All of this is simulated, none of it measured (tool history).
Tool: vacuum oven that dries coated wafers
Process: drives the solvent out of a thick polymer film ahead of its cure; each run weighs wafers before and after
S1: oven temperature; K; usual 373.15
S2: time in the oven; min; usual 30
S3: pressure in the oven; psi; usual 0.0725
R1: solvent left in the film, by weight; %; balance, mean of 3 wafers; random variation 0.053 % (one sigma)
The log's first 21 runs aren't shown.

run 22 day=56.008 | S1=382.15 S2=30 S3=0.0725 | R1=0.66
run 23 day=58.438 | S1=382.15 S2=30 S3=0.0725 | R1=0.76
run 24 day=61.250 | S1=369.15 S2=17 S3=0.0416 | R1=4.30
run 25 day=63.296 | S1=369.15 S2=17 S3=0.0416 | R1=4.28
run 26 day=64.912 | S1=369.15 S2=17 S3=0.0416 | R1=4.22
run 27 day=68.117 | S1=369.15 S2=35 S3=0.0666 | R1=1.73
run 28 day=70.996 | S1=371.15 S2=28 S3=0.0725 | R1=2.17
run 29 day=73.529 | S1=364.15 S2=30 S3=0.1794 | R1=3.73
run 30 day=75.471 | S1=377.15 S2=30 S3=0.0725 | R1=1.22
run 31 day=77.188 | S1=384.15 S2=21 S3=0.1140 | R1=1.38
run 32 day=78.771 | S1=384.15 S2=21 S3=0.1140 | R1=1.32
run 33 day=82.342 | S1=366.15 S2=25 S3=0.0480 | R1=3.31
run 34 day=85.242 | S1=386.15 S2=23 S3=0.0516 | R1=0.76
run 35 day=86.917 | S1=370.15 S2=22 S3=0.1044 | R1=3.25
run 36 day=89.008 | S1=370.15 S2=22 S3=0.1044 | R1=3.35
run 37 day=92.188 | S1=370.15 S2=22 S3=0.1044 | R1=3.38
run 38 day=95.300 | S1=381.15 S2=29 S3=0.1023 | R1=1.04
run 39 day=98.333 | S1=388.15 S2=30 S3=0.0725 | R1=0.42
run 40 day=100.104 | S1=360.15 S2=32 S3=0.0702 | R1=3.73
run 41 day=102.712 | S1=360.15 S2=32 S3=0.0702 | R1=3.68
run 42 day=106.542 | S1=360.15 S2=41 S3=0.1086 | R1=3.08
run 43 day=109.750 | S1=384.15 S2=36 S3=0.1738 | R1=0.86
run 44 day=112.554 | S1=384.15 S2=36 S3=0.1738 | R1=0.89

The next listed run, before its measurement:
run 45 day=114.579 | S1=369.15 S2=29 S3=0.0367 | R1=?

Run 45 gave R1 2.16 %.
Without the tool's hidden state the same run would have given R1 2.12 %.
